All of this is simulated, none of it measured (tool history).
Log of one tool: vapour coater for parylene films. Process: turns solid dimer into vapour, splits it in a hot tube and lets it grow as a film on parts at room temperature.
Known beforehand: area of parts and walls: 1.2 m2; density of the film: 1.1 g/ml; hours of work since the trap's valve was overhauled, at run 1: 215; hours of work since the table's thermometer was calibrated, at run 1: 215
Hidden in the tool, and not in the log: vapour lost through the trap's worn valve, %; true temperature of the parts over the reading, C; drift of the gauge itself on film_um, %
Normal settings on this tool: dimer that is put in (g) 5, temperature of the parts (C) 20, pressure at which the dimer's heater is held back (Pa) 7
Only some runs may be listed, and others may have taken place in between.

run	hour	dimer that is put in (g)	temperature of the parts (C)	pressure at which the dimer's heater is held back (Pa)	hours of work since the trap's valve was overhauled	hours of work since the table's thermometer was calibrated	thickness of the film (um)
1	0	5	20	7	215	215	2.54
2	14.5	5	20	7	221	221	2.57
3	23.9	5	20	7	225	225	2.5
4	32.6	5	20	9.26	229	229	2.41
5	46.8	5	20	3.94	235	235	2.85
6	56.8	5	20	3.94	239	239	2.74
7	64	5	20	7	242	242	2.52
8	75.5	5	20	7	247	247	2.52
9	83.3	5	20	7	250	250	2.48
10	96	5	20	7	255	255	2.49
11	106.6	5	20	7	260	260	2.5
12	113.1	5	20	7	262	262	2.49
13	125.4	5	20	7	267	267	2.46
14	139.2	5	20	7	273	273	2.48
15	151.5	5	20	7	278	278	2.54
16	160.6	5	20	7	282	282	2.48
17	167.3	5	20	7	285	285	2.53
18	180.5	5	20	2.18	291	291	3.14
19	194.3	5	20	2.18	296	296	3.08
20	207.4	5	20	7	302	302	2.46
21	219.2	5	20	7	307	307	2.48
22	230.5	5	20	7	311	311	2.48
23	237	4	20	5.89	314	314	2.07
24	249.2	4	20	5.89	319	319	2.07
# hour 256.7: trap's valve overhauled
25	267.5	3	15	9.82	5	325	1.76
26	280.4	6	17	7	10	331	3.48
27	288.9	5	19	7	13	334	2.7
28	303.7	4	16	4.34	20	340	2.68
29	313.1	3	20	3.38	24	344	1.81
30	327.5	5	20	8.93	30	350	2.48
31	338.7	5	20	11.25	34	355	2.4
32	354.2	3	20	11.25	41	361	1.45
33	368.8	3	20	11.25	47	368	1.43
34	382.3	5	22	7	53	373	2.42
35	389.2	2	16	2.41	55	376	1.44
36	400.6	5	20	7.04	60	381	2.57
37	410.4	3	17	8.55	64	385	1.68
38	421.9	3	17	8.55	69	390	1.71
39	431	5	20	2.31	73	394	3.21
40	437.5	6	20	5.77	76	396	3.23
41	452.6	7	20	2.58	82	403	4.38

3 options for the next run, each taken on its own from the tool as it stands now. Forecast them:
A	460.8	7	13	7.85	85	406	?
B	460.8	5	14	9.04	85	406	?
C	460.8	4	21	3.21	85	406	?

run	thickness of the film (um)
A	4.59
B	3.09
C	2.31
The same runs, with their run-to-run variation unchanged, on a tool lacking any hidden condition would have given:
run	thickness of the film (um)
A	4.72
B	3.17
C	2.38
